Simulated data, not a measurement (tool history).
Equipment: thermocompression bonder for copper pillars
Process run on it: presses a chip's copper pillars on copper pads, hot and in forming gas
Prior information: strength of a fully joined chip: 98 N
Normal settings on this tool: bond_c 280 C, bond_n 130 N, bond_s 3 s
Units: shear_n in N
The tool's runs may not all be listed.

run,hour,bond_c,bond_n,bond_s,shear_n
1,0,280,130,3,56.9
2,14.5,280,130,3,57.9
3,35.8,280,130,3,54.8
4,61.7,280,130,3,55.8
5,74.7,280,130,3,56.8
6,86.8,280,130,3,56.4
7,104.3,280,130,3,55.7
8,120.3,280,130,3,54.8
9,147.3,280,130,3,55.6
10,168.3,295,130,3,65.4
11,188.6,280,188,3,65.7
12,215.7,280,188,3,65.1
13,227.8,280,188,3,66.7
14,253.2,280,188,3,64.4
15,270.3,280,154,3,56.8
16,297.3,280,81,3,36.5
17,324.4,306,128,3,69.4
18,345,268,128,3,46.2
19,366.8,268,128,3,46
20,382.9,293,181,4,77.5
21,400.1,274,81,3,33.8
22,419.7,285,98,3,47
23,437.3,285,98,3,46.6
24,465.1,267,123,4,46.6
25,491.8,272,130,3,47.3
26,507,280,125,9,68.7

Withheld: 2 entries from between the runs. Position of each, and hidden state at the listed run before versus the listed run after:
After run 13, before run 14: force cell calibrated (hour 252.2)
  true temperature of the bond over the reading, C: -4.3 -> -4.4; force that reaches the chip, % of what is set: 108.4 -> 100; oxide that the forming gas leaves, % of the face: 7.85 -> 8.36
  the result without the hidden state subtracted from the measured one, shear_n: -5.2 -> -8.3 N
After run 16, before run 17: forming gas filter changed (hour 307.3)
  true temperature of the bond over the reading, C: -4.6 -> -4.8; force that reaches the chip, % of what is set: 100.3 -> 100.4; oxide that the forming gas leaves, % of the face: 9.36 -> 0.97
  the result without the hidden state subtracted from the measured one, shear_n: -6 -> -3 N

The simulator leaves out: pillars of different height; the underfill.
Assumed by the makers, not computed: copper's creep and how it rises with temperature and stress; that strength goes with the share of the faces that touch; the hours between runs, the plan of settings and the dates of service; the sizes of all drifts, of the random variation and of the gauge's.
